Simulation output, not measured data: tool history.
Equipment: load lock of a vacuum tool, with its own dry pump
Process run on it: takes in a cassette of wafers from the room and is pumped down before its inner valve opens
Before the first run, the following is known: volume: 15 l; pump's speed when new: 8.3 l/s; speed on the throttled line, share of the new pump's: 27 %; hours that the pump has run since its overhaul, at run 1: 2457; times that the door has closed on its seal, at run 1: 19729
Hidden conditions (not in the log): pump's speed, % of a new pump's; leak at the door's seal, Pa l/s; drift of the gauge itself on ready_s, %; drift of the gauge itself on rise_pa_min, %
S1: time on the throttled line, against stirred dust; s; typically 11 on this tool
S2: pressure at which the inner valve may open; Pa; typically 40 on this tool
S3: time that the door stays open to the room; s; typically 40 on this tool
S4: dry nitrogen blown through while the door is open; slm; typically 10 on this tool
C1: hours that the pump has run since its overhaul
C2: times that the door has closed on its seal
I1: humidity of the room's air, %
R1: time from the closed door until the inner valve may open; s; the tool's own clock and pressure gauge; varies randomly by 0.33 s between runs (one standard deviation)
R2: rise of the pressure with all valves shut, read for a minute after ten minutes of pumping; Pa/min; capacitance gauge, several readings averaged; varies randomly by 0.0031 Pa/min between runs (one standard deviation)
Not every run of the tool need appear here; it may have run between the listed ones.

Run 1, hour 0.0: usual settings; C1 2457; C2 19729; I1 44.3. Result: R1 22.9 s, R2 0.395 Pa/min.
Run 2, hour 66.9: usual settings; C1 2524; C2 20023; I1 45.6. Result: R1 22.1 s, R2 0.393 Pa/min.
Run 3, hour 144.5: usual settings; C1 2601; C2 20364; I1 46.7. Result: R1 22.4 s, R2 0.417 Pa/min.
Run 4, hour 251.6: usual settings; C1 2709; C2 20835; I1 44.9. Result: R1 22.6 s, R2 0.433 Pa/min.
Run 5, hour 312.7: usual settings but S3 56 s; C1 2770; C2 21103; I1 45.6. Result: R1 22.4 s, R2 0.441 Pa/min.
Run 6, hour 418.4: usual settings but S3 56 s; C1 2875; C2 21567; I1 45.3. Result: R1 22.4 s, R2 0.462 Pa/min.
Run 7, hour 484.7: usual settings but S3 56 s; C1 2942; C2 21858; I1 42.5. Result: R1 22.2 s, R2 0.463 Pa/min.
Run 8, hour 600.4: usual settings but S3 56 s; C1 3057; C2 22367; I1 50.4. Result: R1 22.8 s, R2 0.489 Pa/min.
Run 9, hour 721.0: usual settings but S2 29 Pa; C1 3178; C2 22897; I1 48.4. Result: R1 22.5 s, R2 0.500 Pa/min.
Run 10, hour 853.9: usual settings but S2 29 Pa; C1 3311; C2 23481; I1 49.3. Result: R1 22.9 s, R2 0.532 Pa/min.
Run 11, hour 998.3: usual settings but S2 29 Pa, S3 81 s; C1 3455; C2 24115; I1 44.9. Result: R1 23.5 s, R2 0.556 Pa/min.
Run 12, hour 1059.4: usual settings but S1 13 s, S2 29 Pa, S3 81 s; C1 3516; C2 24384; I1 46.1. Result: R1 25.2 s, R2 0.564 Pa/min.
Run 13, hour 1198.4: usual settings but S1 13 s, S2 29 Pa, S3 81 s; C1 3655; C2 24994; I1 45.1. Result: R1 24.5 s, R2 0.585 Pa/min.
Run 14, hour 1290.3: usual settings but S1 13 s, S2 29 Pa, S3 81 s; C1 3747; C2 25398; I1 45.3. Result: R1 24.1 s, R2 0.600 Pa/min.
Run 15, hour 1397.5: usual settings but S3 128 s; C1 3854; C2 25869; I1 46.8. Result: R1 22.8 s, R2 0.622 Pa/min.
At hour 1457.0: door's seal changed, seat wiped.
Run 16, hour 1473.5: usual settings but S3 128 s; C1 3929; C2 72; I1 40.5. Result: R1 22.9 s, R2 0.082 Pa/min.
Run 17, hour 1549.6: usual settings; C1 4005; C2 407; I1 43.0. Result: R1 22.7 s, R2 0.060 Pa/min.
Run 18, hour 1623.1: usual settings but S3 44 s; C1 4078; C2 729; I1 45.6. Result: R1 23.1 s, R2 0.066 Pa/min.
Run 19, hour 1707.2: usual settings; C1 4163; C2 1099; I1 44.7. Result: R1 22.8 s, R2 0.072 Pa/min.
Run 20, hour 1853.1: usual settings but S1 22 s, S2 50 Pa, S3 47 s; C1 4308; C2 1740; I1 43.1. Result: R1 30.1 s, R2 0.073 Pa/min.
Run 21, hour 1948.3: usual settings but S1 22 s, S2 50 Pa, S3 47 s; C1 4404; C2 2158; I1 46.6. Result: R1 30.2 s, R2 0.079 Pa/min.
Run 22, hour 2074.6: usual settings but S1 22 s, S2 50 Pa, S3 47 s; C1 4530; C2 2713; I1 43.5. Result: R1 29.9 s, R2 0.086 Pa/min.
Run 23, hour 2159.3: usual settings but S1 8 s; C1 4615; C2 3085; I1 44.5. Result: R1 19.6 s, R2 0.085 Pa/min.
Run 24, hour 2276.6: usual settings but S3 165 s, S4 40 slm; C1 4732; C2 3600; I1 46.6. Result: R1 22.3 s, R2 0.090 Pa/min.
Run 25, hour 2369.8: usual settings but S3 165 s, S4 40 slm; C1 4825; C2 4010; I1 46.4. Result: R1 22.8 s, R2 0.098 Pa/min.
Run 26, hour 2471.2: usual settings but S1 8 s, S2 31 Pa, S3 75 s, S4 16 slm; C1 4927; C2 4456; I1 44.8. Result: R1 21.1 s, R2 0.101 Pa/min.
Run 27, hour 2569.9: usual settings but S1 17 s, S2 69 Pa; C1 5025; C2 4889; I1 46.4. Result: R1 26.1 s, R2 0.107 Pa/min.
Run 28, hour 2655.4: usual settings but S1 7 s, S2 69 Pa; C1 5111; C2 5265; I1 46.3. Result: R1 18.6 s, R2 0.117 Pa/min.
Run 29, hour 2717.2: usual settings but S1 7 s, S2 69 Pa; C1 5173; C2 5536; I1 44.7. Result: R1 18.7 s, R2 0.116 Pa/min.
Run 30, hour 2855.3: usual settings but S1 16 s, S2 29 Pa; C1 5311; C2 6143; I1 48.1. Result: R1 26.7 s, R2 0.129 Pa/min.
Run 31, hour 2939.3: usual settings but S1 16 s, S2 29 Pa; C1 5395; C2 6512; I1 41.7. Result: R1 27.5 s, R2 0.129 Pa/min.
Run 32, hour 3078.3: usual settings but S1 10 s, S2 77 Pa; C1 5534; C2 7123; I1 48.1. Result: R1 21.4 s, R2 0.140 Pa/min.
Run 33, hour 3226.7: usual settings but S2 47 Pa, S4 12 slm; C1 5682; C2 7774; I1 45.0. Result: R1 22.2 s, R2 0.141 Pa/min.
Run 34, hour 3347.9: usual settings but S2 47 Pa, S4 12 slm; C1 5803; C2 8307; I1 45.5. Result: R1 22.9 s, R2 0.153 Pa/min.
Run 35, hour 3419.1: usual settings but S2 47 Pa, S4 12 slm; C1 5874; C2 8620; I1 46.7. Result: R1 22.4 s, R2 0.156 Pa/min.
Run 36, hour 3551.3: usual settings but S2 47 Pa, S4 12 slm; C1 6007; C2 9201; I1 45.4. Result: R1 22.8 s, R2 0.167 Pa/min.
Run 37, hour 3666.0: usual settings but S1 7 s, S2 53 Pa, S3 65 s, S4 12 slm; C1 6121; C2 9704; I1 46.1. Result: R1 19.4 s, R2 0.188 Pa/min.

The logged runs with the hidden state left out (each run's random variation unchanged):
run    R1     R2
  1  22.7  0.063
  2  21.9  0.061
  3  22.2  0.068
  4  22.4  0.064
  5  22.2  0.072
  6  22.1  0.079
  7  21.9  0.067
  8  22.5  0.077
  9  22.3  0.074
 10  22.6  0.077
 11  23.1  0.084
 12  24.9  0.086
 13  24.2  0.088
 14  23.8  0.092
 15  22.5  0.094
 16  22.5  0.084
 17  22.3  0.060
 18  22.7  0.064
 19  22.4  0.067
 20  29.8  0.063
 21  29.9  0.065
 22  29.6  0.067
 23  19.1  0.062
 24  21.9  0.061
 25  22.4  0.064
 26  20.5  0.063
 27  25.7  0.064
 28  18.1  0.069
 29  18.2  0.065
 30  26.2  0.071
 31  27.0  0.065
 32  20.9  0.068
 33  21.7  0.059
 34  22.3  0.062
 35  21.8  0.063
 36  22.2  0.063
 37  18.7  0.077
